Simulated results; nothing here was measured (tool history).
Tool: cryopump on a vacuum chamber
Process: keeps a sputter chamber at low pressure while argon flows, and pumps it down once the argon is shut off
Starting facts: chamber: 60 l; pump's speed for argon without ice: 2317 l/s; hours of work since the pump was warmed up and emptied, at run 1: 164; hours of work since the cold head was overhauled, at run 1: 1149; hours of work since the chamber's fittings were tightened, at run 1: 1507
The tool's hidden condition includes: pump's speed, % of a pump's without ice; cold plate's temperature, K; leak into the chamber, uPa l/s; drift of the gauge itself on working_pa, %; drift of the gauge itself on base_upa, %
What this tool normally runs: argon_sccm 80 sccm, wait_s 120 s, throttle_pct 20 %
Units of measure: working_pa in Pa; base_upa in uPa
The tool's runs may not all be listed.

run	day	argon_sccm	wait_s	throttle_pct	hours of work since the pump was warmed up and emptied	hours of work since the cold head was overhauled	hours of work since the chamber's fittings were tightened	working_pa	base_upa
1	0	80	120	20	164	1149	1507	0.2927	1.3
2	1.7	80	120	20	200	1184	1542	0.2949	1.34
3	2.946	80	120	20	226	1210	1568	0.2932	1.31
4	4.842	80	120	20	265	1249	1608	0.296	1.34
5	6.55	80	120	23	301	1285	1643	0.2574	1.35
6	8.058	80	120	23	332	1317	1675	0.2564	1.42
7	9.996	80	64	20	373	1357	1715	0.2946	1.71
8	11.408	80	120	20	402	1386	1745	0.2963	1.44
9	13.171	80	54	20	439	1423	1781	0.2993	1.91
10	14.067	80	153	20	458	1442	1800	0.2968	1.4
11	15.308	80	153	20	484	1468	1826	0.2978	1.43
12	16.238	80	55	20	503	1487	1845	0.2977	1.97
13	18.258	80	120	36	545	1529	1888	0.1685	1.58
14	19.633	80	120	36	574	1558	1916	0.17	1.61
15	21.633	80	120	36	615	1600	1958	0.1723	1.66
16	23.317	80	120	16	651	1635	1993	0.3722	1.63
17	24.758	80	120	16	681	1665	2023	0.3757	1.67
18	26.496	80	110	18	717	1701	2059	0.3334	1.74
19	28.208	37	110	24	753	1737	2095	0.1164	1.83
20	29.733	113	165	24	784	1768	2127	0.3571	1.71
21	31.479	157	165	24	821	1805	2163	0.5026	1.73
22	32.871	98	60	29	850	1834	2192	0.2625	2.19
23	34.821	98	60	29	890	1875	2233	0.2617	2.24
24	36.912	98	60	29	934	1918	2276	0.2647	2.31
# day 38.625: pump warmed up, emptied and cooled again
25	38.767	35	60	20	3	1952	2311	0.1281	2.04
26	39.712	35	60	31	23	1972	2331	0.083	2.02
27	41.504	37	60	31	60	2010	2368	0.0879	2.08
28	42.392	37	60	31	78	2028	2386	0.0869	2
29	43.571	89	259	20	103	2053	2411	0.3265	1.6
30	45.279	99	57	20	139	2088	2447	0.3616	2.13
31	47.096	99	57	20	177	2126	2484	0.3672	2.16

For run 32, what comes out?
32	49.033	80	111	17	217	2167	2525	?	?

working_pa: 0.3466 Pa
base_upa: 1.84 uPa
Were there no unlogged condition in the tool, this run, its random variation unchanged, would have produced working_pa 0.3429 Pa, base_upa 0.46 uPa.
